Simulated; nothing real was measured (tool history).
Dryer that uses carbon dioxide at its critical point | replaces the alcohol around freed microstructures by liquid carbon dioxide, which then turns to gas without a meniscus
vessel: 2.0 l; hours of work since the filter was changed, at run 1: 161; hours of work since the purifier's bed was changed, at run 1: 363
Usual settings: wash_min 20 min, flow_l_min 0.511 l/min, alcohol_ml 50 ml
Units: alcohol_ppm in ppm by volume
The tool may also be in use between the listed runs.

| run | hour | wash_min | flow_l_min | alcohol_ml | hours of work since the filter was changed | hours of work since the purifier's bed was changed | alcohol_ppm |
|---|---|---|---|---|---|---|---|
| 1 | 0 | 20 | 0.511 | 50 | 161 | 363 | 353 |
| 2 | 20.5 | 20 | 0.511 | 50 | 171 | 373 | 347 |
| 3 | 44.4 | 20 | 0.511 | 50 | 183 | 385 | 372 |
| 4 | 68.5 | 20 | 0.511 | 50 | 195 | 396 | 362 |
| 5 | 86 | 20 | 0.511 | 50 | 203 | 405 | 373 |
| 6 | 106.4 | 19 | 0.511 | 50 | 213 | 415 | 455 |
| 7 | 127.6 | 19 | 0.511 | 50 | 224 | 425 | 478 |
| 8 | 143.9 | 19 | 0.511 | 50 | 232 | 433 | 470 |
| 9 | 159.2 | 19 | 0.511 | 50 | 239 | 441 | 466 |
| 10 | 169.8 | 19 | 0.511 | 50 | 244 | 446 | 479 |
| 11 | 191.9 | 14 | 0.511 | 50 | 255 | 457 | 1381 |
| 12 | 206.2 | 14 | 0.511 | 50 | 262 | 464 | 1358 |
| 13 | 218.8 | 13 | 0.511 | 50 | 268 | 470 | 1673 |
| 14 | 236.1 | 13 | 0.511 | 50 | 277 | 478 | 1729 |
| 15 | 256.5 | 13 | 0.511 | 50 | 287 | 488 | 1770 |
| 16 | 276.1 | 13 | 0.511 | 50 | 296 | 498 | 1766 |
| 17 | 300.7 | 20 | 0.511 | 50 | 308 | 510 | 434 |
| 18 | 324.6 | 12 | 0.511 | 50 | 320 | 521 | 2210 |
| 19 | 335.8 | 25 | 0.511 | 78 | 325 | 527 | 273 |
| 20 | 347.4 | 17 | 0.512 | 38 | 331 | 533 | 629 |
| 21 | 368.9 | 17 | 0.512 | 38 | 341 | 543 | 634 |
| 22 | 388.9 | 17 | 0.512 | 38 | 351 | 553 | 635 |
| 23 | 404 | 20 | 0.423 | 71 | 359 | 560 | 1298 |
| 24 | 422 | 20 | 0.423 | 115 | 367 | 569 | 2124 |
| 25 | 435.2 | 20 | 0.423 | 115 | 374 | 575 | 2186 |
| 26 | 451.1 | 25 | 0.511 | 95 | 382 | 583 | 349 |
| 27 | 462.5 | 24 | 0.336 | 51 | 387 | 589 | 1099 |
| 28 | 480.8 | 24 | 0.336 | 51 | 396 | 598 | 1162 |
| 29 | 498.9 | 16 | 0.336 | 31 | 405 | 606 | 1950 |
| 30 | 515.6 | 16 | 0.336 | 31 | 413 | 615 | 1980 |
|  | 528.9 | inlet filter changed |
| 31 | 538.2 | 16 | 0.529 | 65 | 5 | 625 | 769 |
| 32 | 555.7 | 16 | 0.529 | 65 | 13 | 634 | 781 |

The next listed run, before its measurement:
| 33 | 570.4 | 29 | 0.307 | 90 | 20 | 641 | ? |

alcohol_ppm: 857 ppm by volume
Without the tool's hidden state the same run would have given alcohol_ppm 810 ppm by volume.

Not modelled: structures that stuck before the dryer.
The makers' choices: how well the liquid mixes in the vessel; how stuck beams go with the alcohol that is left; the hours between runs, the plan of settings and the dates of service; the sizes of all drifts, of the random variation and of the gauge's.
